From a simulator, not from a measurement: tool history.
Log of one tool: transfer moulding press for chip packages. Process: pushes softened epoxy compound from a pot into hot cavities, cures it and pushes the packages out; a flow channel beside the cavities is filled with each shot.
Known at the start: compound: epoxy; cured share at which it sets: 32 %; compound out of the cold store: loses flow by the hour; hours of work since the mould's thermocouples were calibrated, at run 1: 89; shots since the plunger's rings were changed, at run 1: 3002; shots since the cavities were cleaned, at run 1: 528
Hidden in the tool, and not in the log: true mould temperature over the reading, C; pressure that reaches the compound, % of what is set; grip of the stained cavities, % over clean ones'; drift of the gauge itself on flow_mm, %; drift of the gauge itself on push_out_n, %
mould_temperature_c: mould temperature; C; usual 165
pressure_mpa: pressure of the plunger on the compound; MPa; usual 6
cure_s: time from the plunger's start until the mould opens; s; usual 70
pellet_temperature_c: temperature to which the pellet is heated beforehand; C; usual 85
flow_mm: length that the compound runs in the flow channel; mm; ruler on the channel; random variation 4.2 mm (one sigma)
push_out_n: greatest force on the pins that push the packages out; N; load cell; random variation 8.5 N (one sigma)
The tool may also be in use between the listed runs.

run,day,mould_temperature_c,pressure_mpa,cure_s,pellet_temperature_c,hours of work since the mould's thermocouples were calibrated,shots since the plunger's rings were changed,shots since the cavities were cleaned,incoming compound's hours out of the cold store,flow_mm,push_out_n
1,0,165,6,70,85,89,3002,528,40,764,557
# day 0.379: cavities cleaned with cleaning compound and waxed
2,0.667,165,6,70,85,97,3188,88,24.4,818,429
3,1.062,165,6,70,85,102,3310,210,45.4,738,447
4,1.8,165,6,70,85,112,3537,437,21.9,831,574
5,2.396,165,6,70,85,120,3720,620,35.8,773,566
# day 2.508: cavities cleaned with cleaning compound and waxed
6,2.858,165,6,70,85,125,3844,109,35.7,770,419
7,3.546,165,6,70,85,134,4055,320,36.9,770,499
# day 3.908: plunger's sealing rings changed
8,4.071,165,6,70,77,139,51,450,33.2,808,585
# day 4.729: cavities cleaned with cleaning compound and waxed
9,4.788,165,6,70,77,148,252,18,45.4,755,386
10,5.533,165,6,70,77,158,480,246,30.6,804,503
11,5.95,165,6,70,77,163,609,375,35.8,790,513
12,6.562,165,7.19,70,77,171,797,563,45.3,830,571
# day 6.85: cavities cleaned with cleaning compound and waxed
13,7.121,165,7.19,70,77,178,950,83,13,968,451
14,7.767,165,7.19,70,77,186,1149,282,44.1,827,484
15,8.171,165,4.85,92,78,192,1274,407,30.5,725,348
16,8.692,159,5.29,95,79,198,1433,566,39,744,440
# day 8.971: cavities cleaned with cleaning compound and waxed
17,9.175,159,5.29,95,79,204,1562,61,26,791,324
18,9.812,159,5.29,95,79,212,1760,259,45.4,719,359
19,10.162,165,6,63,85,217,1867,366,28.2,807,690
20,10.746,165,6,63,85,225,2047,546,42.4,758,713
# day 11.067: cavities cleaned with cleaning compound and waxed
21,11.5,160,5.09,74,94,234,2259,134,15.9,799,525
22,12.067,160,5.09,74,94,241,2434,309,45.2,695,551
23,12.504,169,4.54,74,77,247,2568,443,17.5,728,415
# day 13.15: cavities cleaned with cleaning compound and waxed
24,13.292,169,4.54,74,77,256,2791,43,28.6,696,266
25,13.817,169,7.37,74,77,263,2952,204,16.5,927,334
26,14.154,163,6,70,92,268,3056,308,18.1,847,552
27,14.846,165,5.85,70,85,277,3270,522,33.5,770,548

4 ways to go on from here, each from the tool as it stands after run 27. What would each give?
# day 15.267: cavities cleaned with cleaning compound and waxed
A,15.533,165,5.85,74,85,285,3462,83,27.5,?,?
# day 15.267: cavities cleaned with cleaning compound and waxed
B,15.533,165,6,70,88,285,3462,83,43.7,?,?
# day 15.267: cavities cleaned with cleaning compound and waxed
C,15.533,164,5.89,78,85,285,3462,83,18.8,?,?
# day 15.267: cavities cleaned with cleaning compound and waxed
D,15.533,159,5.85,70,85,285,3462,83,26.9,?,?

run,flow_mm,push_out_n
A,789,343
B,746,380
C,829,341
D,805,612
Without the tool's hidden state the same runs would have given:
run,flow_mm,push_out_n
A,822,312
B,778,346
C,864,311
D,839,560
